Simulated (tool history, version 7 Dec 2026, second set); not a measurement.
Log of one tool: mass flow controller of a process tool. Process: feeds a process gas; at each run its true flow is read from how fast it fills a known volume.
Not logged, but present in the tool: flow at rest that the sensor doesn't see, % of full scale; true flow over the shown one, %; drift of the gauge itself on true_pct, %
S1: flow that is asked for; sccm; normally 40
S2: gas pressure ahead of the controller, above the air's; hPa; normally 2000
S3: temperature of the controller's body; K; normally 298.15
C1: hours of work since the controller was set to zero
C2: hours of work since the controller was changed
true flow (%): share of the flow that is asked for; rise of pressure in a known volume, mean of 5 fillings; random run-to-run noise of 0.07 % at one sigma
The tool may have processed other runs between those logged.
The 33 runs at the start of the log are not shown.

run 34 day=484.479 | S1=18 S2=2000 S3=311.15 | C1=1552 C2=1552 | true_flow_(%)=98.17
run 35 day=503.5 | S1=89 S2=2000 S3=305.15 | C1=1908 C2=1908 | true_flow_(%)=100.46
run 36 day=521.004 | S1=89 S2=2000 S3=305.15 | C1=2236 C2=2236 | true_flow_(%)=100.64
run 37 day=539.104 | S1=22 S2=2270 S3=308.15 | C1=2574 C2=2574 | true_flow_(%)=98.6
run 38 day=552.933 | S1=22 S2=2270 S3=308.15 | C1=2833 C2=2833 | true_flow_(%)=98.61
run 39 day=564.9 | S1=47 S2=2140 S3=298.15 | C1=3057 C2=3057 | true_flow_(%)=99.14
run 40 day=576.329 | S1=42 S2=2140 S3=296.15 | C1=3271 C2=3271 | true_flow_(%)=99.04
run 41 day=585.875 | S1=42 S2=2140 S3=296.15 | C1=3450 C2=3450 | true_flow_(%)=99.07
run 42 day=607.429 | S1=20 S2=2540 S3=296.15 | C1=3853 C2=3853 | true_flow_(%)=98.67
run 43 day=620.962 | S1=16 S2=2320 S3=312.15 | C1=4106 C2=4106 | true_flow_(%)=99.04
run 44 day=639.296 | S1=10 S2=1420 S3=298.15 | C1=4449 C2=4449 | true_flow_(%)=98.2
run 45 day=649.929 | S1=10 S2=1420 S3=298.15 | C1=4648 C2=4648 | true_flow_(%)=98.19
run 46 day=668.721 | S1=69 S2=1940 S3=307.15 | C1=5000 C2=5000 | true_flow_(%)=100.88
run 47 day=681.038 | S1=52 S2=2390 S3=295.15 | C1=5230 C2=5230 | true_flow_(%)=100.28
run 48 day=693.812 | S1=40 S2=2360 S3=297.15 | C1=5469 C2=5469 | true_flow_(%)=99.94

What if the next run were any one of these 3? Each begins from the tool's condition after run 48:
run A day=704.183 | S1=48 S2=1910 S3=297.15 | C1=5663 C2=5663 | true_flow_(%)=?
run B day=704.183 | S1=40 S2=2360 S3=304.15 | C1=5663 C2=5663 | true_flow_(%)=?
run C day=704.183 | S1=20 S2=2110 S3=310.15 | C1=5663 C2=5663 | true_flow_(%)=?

run=A true_flow_(%)=100.02
run=B true_flow_(%)=100.17
run=C true_flow_(%)=99.59
With no hidden state in the tool, these same runs would have given:
run=A true_flow_(%)=98.21
run=B true_flow_(%)=98.36
run=C true_flow_(%)=97.8

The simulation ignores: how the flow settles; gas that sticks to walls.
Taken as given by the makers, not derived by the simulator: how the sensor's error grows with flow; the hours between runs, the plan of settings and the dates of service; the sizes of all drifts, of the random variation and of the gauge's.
